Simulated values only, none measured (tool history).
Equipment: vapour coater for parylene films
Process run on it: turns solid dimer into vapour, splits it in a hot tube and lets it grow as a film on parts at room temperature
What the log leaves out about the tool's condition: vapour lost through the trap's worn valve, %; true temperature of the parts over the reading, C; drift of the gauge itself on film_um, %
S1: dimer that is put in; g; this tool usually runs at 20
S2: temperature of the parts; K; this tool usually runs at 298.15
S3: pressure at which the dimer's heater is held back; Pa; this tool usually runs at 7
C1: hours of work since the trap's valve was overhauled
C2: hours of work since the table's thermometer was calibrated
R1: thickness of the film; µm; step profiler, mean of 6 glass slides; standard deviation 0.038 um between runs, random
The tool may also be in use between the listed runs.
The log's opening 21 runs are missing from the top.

Run 22, hour 504.8: usual settings but S1 27 g; C1 110; C2 301. Result: R1 6.99 µm.
Run 23, hour 525.3: usual settings but S1 31 g, S2 293.15 K, S3 3.11 Pa; C1 122; C2 313. Result: R1 9.94 µm.
Run 24, hour 540.8: usual settings but S1 31 g, S2 293.15 K, S3 3.11 Pa; C1 130; C2 321. Result: R1 9.92 µm.
Run 25, hour 569.2: usual settings but S1 29 g, S2 304.15 K, S3 3.82 Pa; C1 147; C2 338. Result: R1 7.39 µm.
Run 26, hour 590.7: usual settings but S2 290.15 K, S3 4.08 Pa; C1 159; C2 350. Result: R1 6.35 µm.
Run 27, hour 618.1: usual settings but S1 14 g, S2 290.15 K, S3 2.32 Pa; C1 175; C2 366. Result: R1 4.89 µm.
Run 28, hour 635.9: usual settings but S1 14 g, S2 290.15 K, S3 2.32 Pa; C1 185; C2 376. Result: R1 4.84 µm.
Run 29, hour 653.5: usual settings but S1 17 g, S2 302.15 K, S3 2.56 Pa; C1 195; C2 386. Result: R1 4.71 µm.

For run 30, what comes out?
Run 30, hour 671.1: usual settings but S1 10 g, S2 297.15 K, S3 3.7 Pa; C1 205; C2 396. Result: R1 ?.

{"run 30": {"R1": 2.83}}
On a tool with no hidden condition, and with the same random variation, this run would have come out at R1 2.94 µm.
